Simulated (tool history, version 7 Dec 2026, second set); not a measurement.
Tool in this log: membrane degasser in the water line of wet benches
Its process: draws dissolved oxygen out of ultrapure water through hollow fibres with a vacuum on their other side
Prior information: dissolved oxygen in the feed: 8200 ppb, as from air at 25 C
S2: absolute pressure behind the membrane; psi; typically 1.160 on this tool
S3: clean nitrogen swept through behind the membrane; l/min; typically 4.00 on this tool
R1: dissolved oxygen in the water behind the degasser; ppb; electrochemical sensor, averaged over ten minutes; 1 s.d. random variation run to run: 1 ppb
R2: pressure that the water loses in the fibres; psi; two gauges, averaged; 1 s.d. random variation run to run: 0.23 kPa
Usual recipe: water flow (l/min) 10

{"run": 1, "hour": 0.0, "water flow (l/min)": 10, "S2": 1.16, "S3": 4.0, "R1": 99.6, "R2": 8.696}
{"run": 2, "hour": 42.5, "water flow (l/min)": 10, "S2": 1.16, "S3": 4.0, "R1": 102.0, "R2": 8.636}
{"hour": 83.6, "done": "vacuum gauge calibrated"}
{"run": 3, "hour": 108.6, "water flow (l/min)": 10, "S2": 2.621, "S3": 4.0, "R1": 161.5, "R2": 8.646}
{"run": 4, "hour": 149.0, "water flow (l/min)": 10, "S2": 1.16, "S3": 4.0, "R1": 101.1, "R2": 8.636}
{"run": 5, "hour": 190.7, "water flow (l/min)": 10, "S2": 1.16, "S3": 4.12, "R1": 99.8, "R2": 8.683}
{"run": 6, "hour": 254.7, "water flow (l/min)": 10, "S2": 0.747, "S3": 4.0, "R1": 82.8, "R2": 8.64}
{"run": 7, "hour": 285.7, "water flow (l/min)": 15, "S2": 1.16, "S3": 4.0, "R1": 252.5, "R2": 13.0}
{"run": 8, "hour": 336.8, "water flow (l/min)": 10, "S2": 1.16, "S3": 4.0, "R1": 99.4, "R2": 8.637}
{"run": 9, "hour": 393.5, "water flow (l/min)": 11, "S2": 1.32, "S3": 4.0, "R1": 132.0, "R2": 9.52}
{"run": 10, "hour": 452.4, "water flow (l/min)": 8, "S2": 1.272, "S3": 3.89, "R1": 63.3, "R2": 6.914}
{"run": 11, "hour": 517.0, "water flow (l/min)": 8, "S2": 1.272, "S3": 3.89, "R1": 62.6, "R2": 6.901}
{"run": 12, "hour": 582.0, "water flow (l/min)": 8, "S2": 0.889, "S3": 5.39, "R1": 44.8, "R2": 6.939}
{"run": 13, "hour": 633.3, "water flow (l/min)": 8, "S2": 0.889, "S3": 5.39, "R1": 46.0, "R2": 6.918}
{"hour": 641.7, "done": "seals of the vacuum lines changed"}
{"run": 14, "hour": 692.1, "water flow (l/min)": 8, "S2": 0.889, "S3": 5.39, "R1": 45.3, "R2": 6.899}
{"run": 15, "hour": 731.4, "water flow (l/min)": 8, "S2": 0.889, "S3": 5.39, "R1": 45.0, "R2": 6.931}

What if the next run were any one of these 5? Each begins from the tool's condition after run 15:
{"run": "A", "hour": 767.8, "water flow (l/min)": 14, "S2": 1.16, "S3": 4.0, "R1": "?", "R2": "?"}
{"run": "B", "hour": 767.8, "water flow (l/min)": 13, "S2": 1.994, "S3": 4.0, "R1": "?", "R2": "?"}
{"run": "C", "hour": 767.8, "water flow (l/min)": 12, "S2": 1.16, "S3": 4.0, "R1": "?", "R2": "?"}
{"run": "D", "hour": 767.8, "water flow (l/min)": 16, "S2": 0.854, "S3": 4.45, "R1": "?", "R2": "?"}
{"run": "E", "hour": 767.8, "water flow (l/min)": 8, "S2": 1.417, "S3": 1.79, "R1": "?", "R2": "?"}

run=A R1=216.3 R2=12.027
run=B R1=228.6 R2=11.280
run=C R1=156.0 R2=10.435
run=D R1=267.1 R2=13.845
run=E R1=105.7 R2=6.908
With no hidden state in the tool, these same runs would have given:
run=A R1=216.2 R2=12.025
run=B R1=228.6 R2=11.278
run=C R1=155.9 R2=10.434
run=D R1=267.0 R2=13.844
run=E R1=105.7 R2=6.908
